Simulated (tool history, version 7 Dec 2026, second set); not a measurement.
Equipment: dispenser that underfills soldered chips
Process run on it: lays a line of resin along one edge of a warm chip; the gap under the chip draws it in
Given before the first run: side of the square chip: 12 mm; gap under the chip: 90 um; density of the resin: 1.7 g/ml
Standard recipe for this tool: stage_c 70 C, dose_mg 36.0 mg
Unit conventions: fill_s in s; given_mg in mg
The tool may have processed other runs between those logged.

run 1 hour=0.0 | stage_c=70 dose_mg=36.0 | fill_s=123.8 given_mg=33.22
-- hour=3.7 new syringe of resin
run 2 hour=3.7 | stage_c=59 dose_mg=36.0 | fill_s=172.8 given_mg=33.35
run 3 hour=11.7 | stage_c=59 dose_mg=36.0 | fill_s=240.7 given_mg=33.18
-- hour=13.1 new syringe of resin
run 4 hour=19.6 | stage_c=59 dose_mg=33.1 | fill_s=236.1 given_mg=30.11
-- hour=22.1 new syringe of resin
run 5 hour=27.5 | stage_c=70 dose_mg=37.8 | fill_s=123.5 given_mg=34.37
-- hour=31.3 new syringe of resin
run 6 hour=33.0 | stage_c=71 dose_mg=36.0 | fill_s=107.6 given_mg=32.69
-- hour=40.7 new syringe of resin
run 7 hour=41.6 | stage_c=70 dose_mg=36.0 | fill_s=106.6 given_mg=32.54
run 8 hour=48.3 | stage_c=70 dose_mg=36.0 | fill_s=133.9 given_mg=32.12
-- hour=49.9 new syringe of resin
run 9 hour=54.9 | stage_c=70 dose_mg=36.0 | fill_s=126.4 given_mg=32.07
-- hour=59.5 new syringe of resin
run 10 hour=60.7 | stage_c=70 dose_mg=36.0 | fill_s=105.6 given_mg=32.18
run 11 hour=67.5 | stage_c=70 dose_mg=42.9 | fill_s=131.9 given_mg=37.83
-- hour=68.7 new syringe of resin
run 12 hour=71.5 | stage_c=70 dose_mg=42.9 | fill_s=109.3 given_mg=37.81
-- hour=77.8 new syringe of resin
run 13 hour=80.2 | stage_c=65 dose_mg=34.3 | fill_s=147.1 given_mg=30.01
run 14 hour=85.3 | stage_c=84 dose_mg=33.8 | fill_s=70.3 given_mg=29.53
-- hour=87.4 new syringe of resin
run 15 hour=91.1 | stage_c=84 dose_mg=33.8 | fill_s=61.2 given_mg=29.50
run 16 hour=96.0 | stage_c=57 dose_mg=33.5 | fill_s=283.3 given_mg=28.78
-- hour=96.8 new syringe of resin
run 17 hour=100.7 | stage_c=67 dose_mg=43.6 | fill_s=133.5 given_mg=37.49
-- hour=102.9 dispensing valve cleaned and set on the balance
-- hour=107.0 new syringe of resin
run 18 hour=108.4 | stage_c=70 dose_mg=38.3 | fill_s=104.8 given_mg=38.15
run 19 hour=114.0 | stage_c=60 dose_mg=41.7 | fill_s=215.1 given_mg=41.25
-- hour=116.4 new syringe of resin
run 20 hour=122.4 | stage_c=60 dose_mg=41.6 | fill_s=204.8 given_mg=41.11
-- hour=125.5 new syringe of resin
run 21 hour=128.0 | stage_c=60 dose_mg=41.6 | fill_s=179.4 given_mg=40.79

For run 22, what comes out?
run 22 hour=131.7 | stage_c=59 dose_mg=32.8 | fill_s=? given_mg=?

{"run 22": {"fill_s": 222.7, "given_mg": 32.21}}
Without the tool's hidden state the same run would have given fill_s 189.0 s, given_mg 32.87 mg.
